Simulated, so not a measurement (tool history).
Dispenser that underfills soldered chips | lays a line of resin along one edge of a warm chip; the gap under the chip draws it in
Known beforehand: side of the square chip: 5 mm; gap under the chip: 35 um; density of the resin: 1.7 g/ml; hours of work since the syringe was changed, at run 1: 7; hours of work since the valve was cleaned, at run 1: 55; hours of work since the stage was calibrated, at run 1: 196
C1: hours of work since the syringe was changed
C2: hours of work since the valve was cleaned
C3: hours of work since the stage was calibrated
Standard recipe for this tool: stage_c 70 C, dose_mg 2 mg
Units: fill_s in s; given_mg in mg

Run 1, hour 0: usual settings; C1 7; C2 55; C3 196. Result: fill_s 65.9 s, given_mg 1.91 mg.
At hour 2: new syringe of resin.
Run 2, hour 6.9: usual settings; C1 4; C2 60; C3 201. Result: fill_s 52.8 s, given_mg 1.91 mg.
At hour 13.3: new syringe of resin.
Run 3, hour 14.6: usual settings; C1 1; C2 66; C3 207. Result: fill_s 43.6 s, given_mg 1.9 mg.
At hour 25.1: new syringe of resin.
Run 4, hour 25.2: usual settings; C1 0; C2 74; C3 214. Result: fill_s 41.2 s, given_mg 1.88 mg.
Run 5, hour 31.7: usual settings; C1 5; C2 78; C3 219. Result: fill_s 58.9 s, given_mg 1.89 mg.
At hour 36.9: new syringe of resin.
Run 6, hour 40.9: usual settings; C1 3; C2 85; C3 226. Result: fill_s 51.6 s, given_mg 1.86 mg.
At hour 48.7: new syringe of resin.
Run 7, hour 50.2: usual settings but stage_c 77 C; C1 1; C2 92; C3 232. Result: fill_s 32.7 s, given_mg 1.85 mg.
At hour 60.2: new syringe of resin.
Run 8, hour 60.5: usual settings but stage_c 77 C; C1 0; C2 99; C3 240. Result: fill_s 31.7 s, given_mg 1.84 mg.
Run 9, hour 69.5: usual settings but stage_c 69 C, dose_mg 1.77 mg; C1 7; C2 106; C3 247. Result: fill_s 73.5 s, given_mg 1.63 mg.
At hour 71.9: new syringe of resin.
Run 10, hour 79.1: usual settings but stage_c 69 C, dose_mg 1.77 mg; C1 5; C2 113; C3 253. Result: fill_s 67 s, given_mg 1.62 mg.
At hour 83.1: new syringe of resin.
Run 11, hour 86.6: usual settings but stage_c 71 C, dose_mg 2.2 mg; C1 3; C2 118; C3 259. Result: fill_s 46 s, given_mg 2.01 mg.
At hour 94.5: new syringe of resin.
Run 12, hour 95.2: usual settings but stage_c 71 C, dose_mg 2.2 mg; C1 1; C2 124; C3 265. Result: fill_s 40.5 s, given_mg 1.99 mg.
Run 13, hour 101.8: usual settings but stage_c 71 C, dose_mg 2.2 mg; C1 5; C2 129; C3 270. Result: fill_s 55.8 s, given_mg 1.97 mg.
At hour 106.4: new syringe of resin.
Run 14, hour 108.1: usual settings but stage_c 79 C, dose_mg 2.05 mg; C1 1; C2 134; C3 274. Result: fill_s 31.3 s, given_mg 1.84 mg.
At hour 117.9: new syringe of resin.
Run 15, hour 118.9: usual settings but stage_c 79 C, dose_mg 2.05 mg; C1 1; C2 142; C3 282. Result: fill_s 29.9 s, given_mg 1.82 mg.
At hour 122.7: dispensing valve cleaned and set on the balance.
Run 16, hour 126.6: usual settings but stage_c 79 C, dose_mg 2.18 mg; C1 6; C2 3; C3 287. Result: fill_s 40.7 s, given_mg 2.17 mg.

3 ways to go on from here, each from the tool as it stands after run 16. What would each give?
At hour 130.3: new syringe of resin.
Run A, hour 134.5: usual settings but stage_c 72 C, dose_mg 1.81 mg; C1 3; C2 9; C3 293. Result: fill_s ?, given_mg ?.
At hour 130.3: new syringe of resin.
Run B, hour 134.5: usual settings but stage_c 81 C, dose_mg 1.87 mg; C1 3; C2 9; C3 293. Result: fill_s ?, given_mg ?.
At hour 130.3: new syringe of resin.
Run C, hour 134.5: usual settings but stage_c 79 C, dose_mg 1.98 mg; C1 3; C2 9; C3 293. Result: fill_s ?, given_mg ?.

run  fill_s  given_mg
  A    46.7       1.8
  B    32.3      1.87
  C    34.9      1.95
Had the tool no hidden state, the same runs would have come out as:
run  fill_s  given_mg
  A    40.1      1.81
  B    27.7      1.88
  C    29.9      1.96
